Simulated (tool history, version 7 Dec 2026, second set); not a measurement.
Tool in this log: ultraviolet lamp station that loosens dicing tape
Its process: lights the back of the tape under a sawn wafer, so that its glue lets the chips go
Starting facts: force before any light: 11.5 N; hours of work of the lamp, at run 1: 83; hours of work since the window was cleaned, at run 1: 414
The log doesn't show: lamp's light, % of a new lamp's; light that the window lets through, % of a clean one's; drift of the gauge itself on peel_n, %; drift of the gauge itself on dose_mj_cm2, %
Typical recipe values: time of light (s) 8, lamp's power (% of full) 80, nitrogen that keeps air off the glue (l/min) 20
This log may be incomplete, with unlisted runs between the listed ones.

run   hour  time of light (s)  lamp's power (% of full)  nitrogen that keeps air off the glue (l/min)  hours of work of the lamp  hours of work since the window was cleaned  force that peels the tape off (N)  light that reached the tape (J/m2)
  1      0                  8                        80                                            20                         83                                         414                              0.497                                2770
  2   18.4                  4                        80                                            20                         97                                         428                              2.104                                1350
  3   50.2                  4                        80                                            20                        121                                         452                              2.092                                1390
  4   81.7                  4                        80                                            20                        145                                         476                              2.072                                1370
  5  116.7                  8                        80                                            10                        172                                         502                              0.951                                2790
  6  135.7                  8                        80                                            10                        186                                         517                              0.917                                2730
     154.1  -- window cleaned of glue's vapour
  7  170.7                  8                        80                                            10                        212                                          13                              0.915                                2760
  8  197.9                  8                        80                                            10                        233                                          33                              0.903                                2730
  9  223.8                  8                        80                                            20                        253                                          53                              0.526                                2750
 10  243.7                  8                        80                                            20                        268                                          68                              0.513                                2820
 11  273.9                  8                        80                                            20                        291                                          91                               0.52                                2780
 12  289.7                  8                        80                                            20                        303                                         103                              0.522                                2790
 13  306.1                  8                        80                                            20                        315                                         116                              0.522                                2770
 14  332.7                  8                        80                                            20                        336                                         136                              0.517                                2780
 15    364                  8                        80                                            20                        360                                         160                              0.535                                2790
 16    387                  8                        80                                            20                        377                                         177                              0.522                                2730
 17  404.9                  8                        80                                            20                        391                                         191                              0.511                                2790
 18  424.9                  8                        80                                            20                        406                                         206                              0.509                                2770
 19  457.5                  8                        80                                            20                        431                                         231                              0.532                                2740
 20  472.6                  8                        80                                            20                        442                                         242                              0.513                                2750
 21    487                  8                        80                                            20                        453                                         253                              0.515                                2790
 22  517.7                  8                        72                                             7                        477                                         277                              1.503                                2470
 23  533.9                  7                        72                                            27                        489                                         289                              0.698                                2170
 24  551.9                 16                        72                                            33                        503                                         303                              0.217                                5010
 25  567.4                 16                        72                                            31                        514                                         315                              0.216                                4970
 26  591.9                  8                        80                                            14                        533                                         333                              0.672                                2770
 27  611.6                  8                        80                                            14                        548                                         348                              0.695                                2760
 28  646.3                  6                        80                                             8                        574                                         375                              1.882                                2060
 29  669.2                 10                        74                                            25                        592                                         392                              0.341                                3170
 30  700.9                 10                        74                                            25                        616                                         416                               0.37                                3170
 31  717.3                  5                        64                                            20                        628                                         429                               2.11                                1400
 32  740.2                  8                        72                                            20                        646                                         446                              0.632                                2510
 33  770.9                  8                        72                                            20                        669                                         470                              0.662                                2550
 34  802.8                  8                        72                                            20                        693                                         494                              0.642                                2510
 35  833.1                  8                        72                                            20                        717                                         517                              0.626                                2450
     851.7  -- window cleaned of glue's vapour
 36  853.3                  8                        72                                            20                        732                                           1                              0.677                                2480
 37  873.4                  7                        79                                             7                        747                                          17                              1.596                                2350
 38  892.7                  7                        79                                             7                        762                                          31                              1.592                                2410
 39  916.7                 10                        80                                            17                        780                                          49                              0.374                                3460
 40  946.3                  4                        78                                            14                        802                                          72                              2.694                                1340
 41  969.1                  8                        60                                            21                        820                                          89                              0.897                                2100
 42  984.4                 13                        80                                            20                        831                                         101                              0.253                                4510

Across each entry between runs, compare the hidden state at the last listed run before it with the hidden state at the first listed run after it:
In the gap between runs 6 and 7: window cleaned of glue's vapour (hour 154.1)
  lamp's light, % of a new lamp's: 100 -> 99.9; light that the window lets through, % of a clean one's: 99.9 -> 100
In the gap between runs 35 and 36: window cleaned of glue's vapour (hour 851.7)
  light that the window lets through, % of a clean one's: 99.9 -> 100
